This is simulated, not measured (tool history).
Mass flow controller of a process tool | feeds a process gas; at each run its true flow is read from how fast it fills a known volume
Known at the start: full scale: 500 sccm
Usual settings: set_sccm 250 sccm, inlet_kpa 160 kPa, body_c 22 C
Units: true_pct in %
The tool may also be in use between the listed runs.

run 1 hour=0 | set_sccm=250 inlet_kpa=160 body_c=22 | true_pct=98.7
run 2 hour=49.6 | set_sccm=250 inlet_kpa=160 body_c=22 | true_pct=98.61
run 3 hour=117.1 | set_sccm=250 inlet_kpa=160 body_c=26 | true_pct=98.22
run 4 hour=183.3 | set_sccm=250 inlet_kpa=160 body_c=26 | true_pct=98.08
run 5 hour=246.7 | set_sccm=250 inlet_kpa=160 body_c=22 | true_pct=98.56
run 6 hour=284.9 | set_sccm=250 inlet_kpa=160 body_c=23 | true_pct=98.31
run 7 hour=367.9 | set_sccm=250 inlet_kpa=241 body_c=22 | true_pct=99.1
run 8 hour=449.2 | set_sccm=250 inlet_kpa=160 body_c=22 | true_pct=98.52
run 9 hour=502.9 | set_sccm=250 inlet_kpa=160 body_c=22 | true_pct=98.48
run 10 hour=562.6 | set_sccm=250 inlet_kpa=160 body_c=22 | true_pct=98.55
run 11 hour=625.8 | set_sccm=250 inlet_kpa=160 body_c=22 | true_pct=98.56
run 12 hour=682 | set_sccm=250 inlet_kpa=160 body_c=22 | true_pct=98.34
run 13 hour=763.4 | set_sccm=250 inlet_kpa=160 body_c=22 | true_pct=98.45
run 14 hour=811.4 | set_sccm=250 inlet_kpa=160 body_c=22 | true_pct=98.31
run 15 hour=851.2 | set_sccm=250 inlet_kpa=160 body_c=22 | true_pct=98.23
run 16 hour=888.1 | set_sccm=250 inlet_kpa=160 body_c=32 | true_pct=97.18
run 17 hour=937.7 | set_sccm=250 inlet_kpa=160 body_c=32 | true_pct=97.09
run 18 hour=986 | set_sccm=250 inlet_kpa=160 body_c=22 | true_pct=98.25
run 19 hour=1033.9 | set_sccm=250 inlet_kpa=160 body_c=22 | true_pct=98.3
run 20 hour=1100.2 | set_sccm=250 inlet_kpa=160 body_c=22 | true_pct=98.22
run 21 hour=1180.8 | set_sccm=250 inlet_kpa=160 body_c=22 | true_pct=98.13
run 22 hour=1251.8 | set_sccm=250 inlet_kpa=160 body_c=39 | true_pct=96.07
run 23 hour=1302.5 | set_sccm=250 inlet_kpa=160 body_c=31 | true_pct=96.91
run 24 hour=1374.1 | set_sccm=111 inlet_kpa=195 body_c=20 | true_pct=98.56
run 25 hour=1409.2 | set_sccm=126 inlet_kpa=252 body_c=25 | true_pct=98.51
run 26 hour=1487.1 | set_sccm=126 inlet_kpa=252 body_c=25 | true_pct=98.4
run 27 hour=1560.5 | set_sccm=126 inlet_kpa=252 body_c=25 | true_pct=98.33
run 28 hour=1645.8 | set_sccm=126 inlet_kpa=252 body_c=25 | true_pct=98.19
run 29 hour=1710.3 | set_sccm=126 inlet_kpa=252 body_c=25 | true_pct=98.25
run 30 hour=1773.1 | set_sccm=126 inlet_kpa=252 body_c=25 | true_pct=98.2
run 31 hour=1838.4 | set_sccm=243 inlet_kpa=253 body_c=22 | true_pct=99.19
run 32 hour=1919.6 | set_sccm=243 inlet_kpa=253 body_c=22 | true_pct=99.05
run 33 hour=1980.3 | set_sccm=479 inlet_kpa=160 body_c=22 | true_pct=99.28
run 34 hour=2036.5 | set_sccm=55 inlet_kpa=229 body_c=30 | true_pct=96.74
run 35 hour=2091.5 | set_sccm=55 inlet_kpa=229 body_c=30 | true_pct=96.6
run 36 hour=2168.1 | set_sccm=55 inlet_kpa=229 body_c=30 | true_pct=96.43
run 37 hour=2208.4 | set_sccm=217 inlet_kpa=195 body_c=29 | true_pct=97.67
run 38 hour=2274.4 | set_sccm=217 inlet_kpa=199 body_c=29 | true_pct=97.64
run 39 hour=2336.2 | set_sccm=74 inlet_kpa=216 body_c=29 | true_pct=96.72

Not shown: 2 entries that the log had between the listed runs. Between which runs, and how does the tool's hidden state differ before and after?
Between runs 20 and 21: controller's zero set anew (hour 1104.3)
  flow at rest that the sensor doesn't see, % of full scale: -0.212 -> -0.322; true flow over the shown one, %: -0.41 -> -0.42
  measured less the result without the state, true_pct: -0.84 -> -1.07 %
Between runs 23 and 24: controller's zero set anew, once more (hour 1357.2)
  flow at rest that the sensor doesn't see, % of full scale: -0.335 -> -0.022; true flow over the shown one, %: -0.44 -> -0.45
  measured less the result without the state, true_pct: -1.11 -> -0.55 %
